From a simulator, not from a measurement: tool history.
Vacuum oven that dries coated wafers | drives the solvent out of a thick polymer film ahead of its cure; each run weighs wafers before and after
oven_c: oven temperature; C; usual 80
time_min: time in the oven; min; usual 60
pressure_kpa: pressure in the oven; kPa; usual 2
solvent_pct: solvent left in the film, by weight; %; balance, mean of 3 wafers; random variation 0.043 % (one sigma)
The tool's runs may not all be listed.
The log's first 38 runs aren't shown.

At hour 2409: oven's thermocouples calibrated.
Run 39, hour 2427.6: usual settings but oven_c 89 C, time_min 55 min. Result: solvent_pct 0.81 %.
Run 40, hour 2465.2: usual settings but oven_c 92 C, pressure_kpa 1.01 kPa. Result: solvent_pct 0.39 %.
Run 41, hour 2553.3: usual settings but oven_c 78 C, time_min 76 min, pressure_kpa 1.05 kPa. Result: solvent_pct 0.83 %.
Run 42, hour 2628.1: usual settings but oven_c 83 C, time_min 87 min, pressure_kpa 5.31 kPa. Result: solvent_pct 2.76 %.
Run 43, hour 2674.6: usual settings but oven_c 88 C, time_min 69 min, pressure_kpa 5.31 kPa. Result: solvent_pct 2.1 %.
Run 44, hour 2717.2: usual settings but oven_c 88 C, time_min 69 min, pressure_kpa 5.31 kPa. Result: solvent_pct 2.17 %.
Run 45, hour 2802.8: usual settings but oven_c 90 C, time_min 41 min, pressure_kpa 5.31 kPa. Result: solvent_pct 2.13 %.
Run 46, hour 2844.8: usual settings but oven_c 90 C, time_min 37 min, pressure_kpa 1.49 kPa. Result: solvent_pct 0.83 %.
Run 47, hour 2898.3: usual settings but oven_c 74 C, time_min 72 min. Result: solvent_pct 2.05 %.

4 ways to go on from here, each from the tool as it stands after run 47. What would each give?
Run A, hour 2938.6: usual settings but pressure_kpa 1.01 kPa. Result: solvent_pct ?.
Run B, hour 2938.6: usual settings but oven_c 78 C, time_min 68 min, pressure_kpa 3.9 kPa. Result: solvent_pct ?.
Run C, hour 2938.6: usual settings but oven_c 74 C, time_min 63 min. Result: solvent_pct ?.
Run D, hour 2938.6: usual settings but oven_c 91 C, pressure_kpa 1.12 kPa. Result: solvent_pct ?.

run  solvent_pct
  A         0.88
  B         2.72
  C         2.27
  D         0.38
Without the tool's hidden state the same runs would have given:
run  solvent_pct
  A         0.86
  B          2.7
  C         2.25
  D         0.38
